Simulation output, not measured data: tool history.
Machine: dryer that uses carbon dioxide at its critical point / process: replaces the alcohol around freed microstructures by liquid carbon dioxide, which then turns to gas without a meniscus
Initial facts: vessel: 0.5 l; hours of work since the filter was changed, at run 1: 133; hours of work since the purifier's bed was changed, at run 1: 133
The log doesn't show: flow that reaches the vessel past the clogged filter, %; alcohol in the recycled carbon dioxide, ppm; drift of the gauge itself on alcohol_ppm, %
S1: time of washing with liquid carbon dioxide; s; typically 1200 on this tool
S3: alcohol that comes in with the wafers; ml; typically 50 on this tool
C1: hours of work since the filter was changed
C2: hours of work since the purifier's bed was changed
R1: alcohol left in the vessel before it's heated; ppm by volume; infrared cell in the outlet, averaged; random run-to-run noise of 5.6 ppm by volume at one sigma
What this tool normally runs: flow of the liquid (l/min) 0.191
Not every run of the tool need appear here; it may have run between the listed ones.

run 1 hour=0 | S1=1200 flow_of_the_liquid_(l/min)=0.191 S3=50 | C1=133 C2=133 | R1=387
run 2 hour=26.5 | S1=1200 flow_of_the_liquid_(l/min)=0.191 S3=50 | C1=146 C2=146 | R1=414
run 3 hour=52.7 | S1=840 flow_of_the_liquid_(l/min)=0.191 S3=50 | C1=159 C2=159 | R1=2173
run 4 hour=85.2 | S1=840 flow_of_the_liquid_(l/min)=0.191 S3=50 | C1=174 C2=174 | R1=2255
run 5 hour=113.4 | S1=1200 flow_of_the_liquid_(l/min)=0.142 S3=50 | C1=188 C2=188 | R1=2042
-- hour=135.7 inlet filter changed
run 6 hour=135.7 | S1=1200 flow_of_the_liquid_(l/min)=0.142 S3=50 | C1=0 C2=198 | R1=1010
run 7 hour=162.5 | S1=1200 flow_of_the_liquid_(l/min)=0.142 S3=50 | C1=13 C2=211 | R1=1082
run 8 hour=191.9 | S1=1200 flow_of_the_liquid_(l/min)=0.142 S3=50 | C1=27 C2=225 | R1=1161
run 9 hour=223.5 | S1=1200 flow_of_the_liquid_(l/min)=0.191 S3=82 | C1=42 C2=240 | R1=416
run 10 hour=242.7 | S1=1200 flow_of_the_liquid_(l/min)=0.249 S3=50 | C1=51 C2=249 | R1=99
run 11 hour=280.3 | S1=1200 flow_of_the_liquid_(l/min)=0.249 S3=50 | C1=69 C2=267 | R1=108
run 12 hour=315.5 | S1=1680 flow_of_the_liquid_(l/min)=0.249 S3=50 | C1=86 C2=284 | R1=82
run 13 hour=352.9 | S1=1800 flow_of_the_liquid_(l/min)=0.292 S3=54 | C1=104 C2=302 | R1=91
run 14 hour=370.3 | S1=1800 flow_of_the_liquid_(l/min)=0.292 S3=54 | C1=112 C2=310 | R1=95
run 15 hour=387.7 | S1=1800 flow_of_the_liquid_(l/min)=0.292 S3=54 | C1=121 C2=319 | R1=86
run 16 hour=409.9 | S1=1200 flow_of_the_liquid_(l/min)=0.31 S3=99 | C1=131 C2=329 | R1=107
run 17 hour=437.7 | S1=720 flow_of_the_liquid_(l/min)=0.162 S3=30 | C1=145 C2=343 | R1=3625
run 18 hour=454.3 | S1=780 flow_of_the_liquid_(l/min)=0.131 S3=51 | C1=153 C2=351 | R1=9014
run 19 hour=474.1 | S1=1200 flow_of_the_liquid_(l/min)=0.191 S3=39 | C1=162 C2=360 | R1=406
run 20 hour=512.7 | S1=1200 flow_of_the_liquid_(l/min)=0.199 S3=71 | C1=181 C2=379 | R1=598
run 21 hour=540.4 | S1=1200 flow_of_the_liquid_(l/min)=0.199 S3=71 | C1=194 C2=392 | R1=636
-- hour=551.1 inlet filter changed
run 22 hour=563.8 | S1=1200 flow_of_the_liquid_(l/min)=0.199 S3=71 | C1=6 C2=403 | R1=305
run 23 hour=591.5 | S1=780 flow_of_the_liquid_(l/min)=0.204 S3=89 | C1=19 C2=416 | R1=2385
run 24 hour=619.5 | S1=780 flow_of_the_liquid_(l/min)=0.232 S3=89 | C1=33 C2=429 | R1=1398

Branching from run 24: 4 alternative next runs. What would each branch give?
run A hour=650.1 | S1=1380 flow_of_the_liquid_(l/min)=0.172 S3=26 | C1=47 C2=444 | R1=?
run B hour=650.1 | S1=780 flow_of_the_liquid_(l/min)=0.184 S3=27 | C1=47 C2=444 | R1=?
run C hour=650.1 | S1=780 flow_of_the_liquid_(l/min)=0.232 S3=89 | C1=47 C2=444 | R1=?
run D hour=650.1 | S1=1560 flow_of_the_liquid_(l/min)=0.191 S3=50 | C1=47 C2=444 | R1=?

run=A R1=224
run=B R1=1311
run=C R1=1506
run=D R1=176
With the hidden condition removed and each run's random variation left untouched, the same runs would have given:
run=A R1=77
run=B R1=979
run=C R1=1077
run=D R1=39

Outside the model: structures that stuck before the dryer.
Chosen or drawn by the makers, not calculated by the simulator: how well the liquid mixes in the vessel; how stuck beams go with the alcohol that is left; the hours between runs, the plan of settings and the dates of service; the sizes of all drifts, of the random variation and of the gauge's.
